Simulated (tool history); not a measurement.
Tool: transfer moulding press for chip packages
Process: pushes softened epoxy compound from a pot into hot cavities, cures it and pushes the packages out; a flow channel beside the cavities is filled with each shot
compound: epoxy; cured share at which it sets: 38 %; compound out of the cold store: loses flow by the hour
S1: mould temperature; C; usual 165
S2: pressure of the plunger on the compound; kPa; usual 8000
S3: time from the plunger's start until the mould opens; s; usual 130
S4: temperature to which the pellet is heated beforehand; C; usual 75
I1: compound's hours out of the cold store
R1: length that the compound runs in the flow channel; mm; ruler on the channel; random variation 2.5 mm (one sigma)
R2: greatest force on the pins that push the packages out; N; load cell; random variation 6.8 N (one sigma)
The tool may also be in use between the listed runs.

run	hour	S1	S2	S3	S4	I1	R1	R2
1	0.0	165	8000	130	75	40.0	480	521
2	4.2	165	7010	130	75	41.2	451	531
3	11.0	165	8000	130	75	34.3	493	546
# hour 18.3: cavities cleaned with cleaning compound and waxed
4	19.2	165	8000	130	75	9.8	541	282
# hour 24.3: plunger's sealing rings changed
5	29.6	165	8000	130	75	37.8	490	333
6	39.0	165	8000	130	75	16.1	536	388
7	48.3	165	8840	130	66	13.3	570	420
8	55.9	161	6680	157	69	25.8	484	413
9	62.5	172	8000	130	75	39.5	472	400
10	71.2	172	8000	130	75	17.8	515	430
11	80.4	160	9120	161	68	33.1	547	497

Forecast each of these 4 alternatives for the next run:
A	90.2	165	9120	148	80	12.3	?	?
B	90.2	158	9120	161	68	21.3	?	?
C	90.2	166	7790	161	68	30.7	?	?
D	90.2	164	8000	130	75	28.7	?	?

run	R1	R2
A	583	510
B	583	538
C	498	482
D	514	526
Without the tool's hidden state the same runs would have given:
run	R1	R2
A	588	268
B	588	284
C	502	253
D	518	273
